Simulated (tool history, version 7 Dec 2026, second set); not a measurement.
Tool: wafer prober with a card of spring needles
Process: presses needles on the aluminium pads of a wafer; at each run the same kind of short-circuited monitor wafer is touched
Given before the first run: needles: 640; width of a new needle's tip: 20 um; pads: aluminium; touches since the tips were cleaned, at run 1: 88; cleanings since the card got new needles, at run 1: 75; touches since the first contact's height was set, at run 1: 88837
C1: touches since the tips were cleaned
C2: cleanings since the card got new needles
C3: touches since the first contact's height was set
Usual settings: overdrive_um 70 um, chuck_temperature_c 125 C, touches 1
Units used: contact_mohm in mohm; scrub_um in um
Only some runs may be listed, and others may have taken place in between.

run 1 day=0 | overdrive_um=70 chuck_temperature_c=125 touches=1 | C1=88 C2=75 C3=88837 | contact_mohm=258 scrub_um=11.34
-- day=0.5 tips cleaned on abrasive film
-- day=1.067 tips cleaned on abrasive film
run 2 day=1.446 | overdrive_um=70 chuck_temperature_c=125 touches=1 | C1=3441 C2=77 C3=101864 | contact_mohm=305 scrub_um=11.14
-- day=1.654 tips cleaned on abrasive film
-- day=2.267 tips cleaned on abrasive film
run 3 day=2.454 | overdrive_um=70 chuck_temperature_c=125 touches=1 | C1=1699 C2=79 C3=110935 | contact_mohm=292 scrub_um=11.09
-- day=2.821 tips cleaned on abrasive film
-- day=3.4 tips cleaned on abrasive film
run 4 day=3.812 | overdrive_um=70 chuck_temperature_c=125 touches=1 | C1=3748 C2=81 C3=123181 | contact_mohm=304 scrub_um=11.23
-- day=3.942 tips cleaned on abrasive film
-- day=4.454 tips cleaned on abrasive film
run 5 day=4.812 | overdrive_um=70 chuck_temperature_c=125 touches=1 | C1=3234 C2=83 C3=132139 | contact_mohm=303 scrub_um=11.03
-- day=4.983 tips cleaned on abrasive film
-- day=5.567 tips cleaned on abrasive film
run 6 day=5.8 | overdrive_um=70 chuck_temperature_c=125 touches=1 | C1=2106 C2=85 C3=141024 | contact_mohm=299 scrub_um=10.97
-- day=6.167 tips cleaned on abrasive film
-- day=6.588 height of the first contact set anew
-- day=6.717 tips cleaned on abrasive film
run 7 day=6.871 | overdrive_um=70 chuck_temperature_c=125 touches=1 | C1=1395 C2=87 C3=2518 | contact_mohm=286 scrub_um=11.51
-- day=7.317 tips cleaned on abrasive film
-- day=7.875 tips cleaned on abrasive film
run 8 day=7.996 | overdrive_um=70 chuck_temperature_c=125 touches=1 | C1=1109 C2=89 C3=12648 | contact_mohm=279 scrub_um=11.43
-- day=8.4 tips cleaned on abrasive film
-- day=8.983 tips cleaned on abrasive film
-- day=9.504 tips cleaned on abrasive film
run 9 day=9.504 | overdrive_um=70 chuck_temperature_c=125 touches=1 | C1=0 C2=92 C3=26214 | contact_mohm=259 scrub_um=11.34
-- day=10.042 tips cleaned on abrasive film
run 10 day=10.338 | overdrive_um=70 chuck_temperature_c=89 touches=1 | C1=2686 C2=93 C3=33720 | contact_mohm=293 scrub_um=11.26
-- day=10.579 tips cleaned on abrasive film
-- day=11.154 tips cleaned on abrasive film
run 11 day=11.542 | overdrive_um=70 chuck_temperature_c=89 touches=1 | C1=3505 C2=95 C3=44562 | contact_mohm=298 scrub_um=11.37
-- day=11.721 tips cleaned on abrasive film
-- day=12.238 tips cleaned on abrasive film
run 12 day=12.617 | overdrive_um=69 chuck_temperature_c=51 touches=1 | C1=3442 C2=97 C3=54214 | contact_mohm=296 scrub_um=11.18
-- day=12.817 tips cleaned on abrasive film
-- day=13.367 tips cleaned on abrasive film
-- day=13.971 tips cleaned on abrasive film
run 13 day=14.025 | overdrive_um=69 chuck_temperature_c=51 touches=1 | C1=496 C2=100 C3=66869 | contact_mohm=253 scrub_um=11.04
-- day=14.579 tips cleaned on abrasive film
-- day=15.167 tips cleaned on abrasive film
run 14 day=15.492 | overdrive_um=64 chuck_temperature_c=105 touches=2 | C1=2965 C2=102 C3=80099 | contact_mohm=293 scrub_um=10.12
-- day=15.683 tips cleaned on abrasive film
-- day=16.3 tips cleaned on abrasive film
run 15 day=16.654 | overdrive_um=70 chuck_temperature_c=52 touches=1 | C1=3207 C2=104 C3=90534 | contact_mohm=298 scrub_um=11.2
-- day=16.904 tips cleaned on abrasive film
-- day=17.442 tips cleaned on abrasive film
-- day=18.004 tips cleaned on abrasive film
run 16 day=18.258 | overdrive_um=85 chuck_temperature_c=52 touches=2 | C1=2293 C2=107 C3=104968 | contact_mohm=257 scrub_um=13.63
-- day=18.508 tips cleaned on abrasive film
-- day=19.075 tips cleaned on abrasive film
-- day=19.65 tips cleaned on abrasive film
run 17 day=19.675 | overdrive_um=85 chuck_temperature_c=52 touches=2 | C1=203 C2=110 C3=117696 | contact_mohm=238 scrub_um=13.56
-- day=20.221 tips cleaned on abrasive film
run 18 day=20.454 | overdrive_um=85 chuck_temperature_c=52 touches=2 | C1=2111 C2=111 C3=124731 | contact_mohm=254 scrub_um=13.53
-- day=20.829 tips cleaned on abrasive film
-- day=21.371 tips cleaned on abrasive film
run 19 day=21.592 | overdrive_um=88 chuck_temperature_c=125 touches=1 | C1=2005 C2=113 C3=134959 | contact_mohm=283 scrub_um=13.92
-- day=21.871 tips cleaned on abrasive film
-- day=22.371 tips cleaned on abrasive film
-- day=22.933 tips cleaned on abrasive film
run 20 day=22.971 | overdrive_um=88 chuck_temperature_c=29 touches=1 | C1=324 C2=116 C3=147341 | contact_mohm=233 scrub_um=13.95
-- day=23.108 height of the first contact set anew
-- day=23.542 tips cleaned on abrasive film
-- day=24.046 tips cleaned on abrasive film
-- day=24.608 tips cleaned on abrasive film
run 21 day=24.75 | overdrive_um=87 chuck_temperature_c=89 touches=2 | C1=1269 C2=119 C3=14765 | contact_mohm=254 scrub_um=14.2
-- day=25.171 tips cleaned on abrasive film
-- day=25.717 tips cleaned on abrasive film
-- day=26.325 tips cleaned on abrasive film
run 22 day=26.325 | overdrive_um=87 chuck_temperature_c=89 touches=2 | C1=0 C2=122 C3=28954 | contact_mohm=242 scrub_um=14.25

Below are 4 alternative next runs, each starting from the tool's condition after run 22. Predict each:
-- day=26.908 tips cleaned on abrasive film
-- day=27.429 tips cleaned on abrasive film
run A day=27.754 | overdrive_um=82 chuck_temperature_c=45 touches=1 | C1=2939 C2=124 C3=41804 | contact_mohm=? scrub_um=?
-- day=26.908 tips cleaned on abrasive film
-- day=27.429 tips cleaned on abrasive film
run B day=27.754 | overdrive_um=70 chuck_temperature_c=125 touches=1 | C1=2939 C2=124 C3=41804 | contact_mohm=? scrub_um=?
-- day=26.908 tips cleaned on abrasive film
-- day=27.429 tips cleaned on abrasive film
run C day=27.754 | overdrive_um=87 chuck_temperature_c=45 touches=1 | C1=2939 C2=124 C3=41804 | contact_mohm=? scrub_um=?
-- day=26.908 tips cleaned on abrasive film
-- day=27.429 tips cleaned on abrasive film
run D day=27.754 | overdrive_um=51 chuck_temperature_c=89 touches=2 | C1=2939 C2=124 C3=41804 | contact_mohm=? scrub_um=?

run=A contact_mohm=280 scrub_um=13.4
run=B contact_mohm=307 scrub_um=11.32
run=C contact_mohm=272 scrub_um=14.13
run=D contact_mohm=310 scrub_um=8.23
Without the tool's hidden state the same runs would have given:
run=A contact_mohm=230 scrub_um=13.54
run=B contact_mohm=249 scrub_um=11.46
run=C contact_mohm=228 scrub_um=14.26
run=D contact_mohm=244 scrub_um=8.37
